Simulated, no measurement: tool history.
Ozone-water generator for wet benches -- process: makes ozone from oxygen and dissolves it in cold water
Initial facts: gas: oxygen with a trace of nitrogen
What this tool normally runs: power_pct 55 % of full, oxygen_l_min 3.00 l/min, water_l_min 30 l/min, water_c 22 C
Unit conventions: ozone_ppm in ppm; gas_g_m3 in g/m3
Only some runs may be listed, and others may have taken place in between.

run   hour  power_pct  oxygen_l_min  water_l_min  water_c  ozone_ppm  gas_g_m3
  1    0.0         55          3.00           30       22        9.0     172.3
  2   22.9         55          3.00           30       17        9.3     170.9
  3   46.4         55          3.00           30       15        9.3     172.8
  4   79.9         55          3.00           30       15        9.3     171.3
  5  100.4         55          3.00           30       15        9.3     172.5
  6  118.3         55          3.00           28       15       10.0     172.8
  7  142.2         62          3.00           28       15       11.0     190.0
  8  171.6         62          3.00           28       15       11.0     186.8
  9  192.4         42          2.51           35       25        5.9     157.0
 10  235.7         55          1.76           38       26        6.1     237.9
 11  253.6         55          1.76           20       18       12.3     236.9
 12  283.7         90          1.98           28       16       13.0     318.0
 13  317.2         45          3.00           30       27        7.2     148.1

Put back what was entered between runs (2 entries, withheld): which listed runs does each sit between, and how does the hidden state differ from the listed run before to the listed run after?
Run 5 -> run 6: water thermometer calibrated (hour 112.8)
  contactor's efficiency, % of a clean one's: 95.9 -> 95.8; true water temperature over the reading, C: 0.21 -> -0.02
  difference, measured minus the result without the unlogged condition, ozone_ppm: -0.3 -> -0.3 ppm; gas_g_m3: -1.2 -> -1.3 g/m3
Run 9 -> run 10: contactor cleaned (hour 199.1)
  yield of the discharge, % of new electrodes': 98.9 -> 98.8; contactor's efficiency, % of a clean one's: 95.7 -> 95.1; true water temperature over the reading, C: -0.02 -> -0.01
  difference, measured minus the result without the unlogged condition, ozone_ppm: -0.2 -> -0.3 ppm; gas_g_m3: -1.1 -> -2.4 g/m3
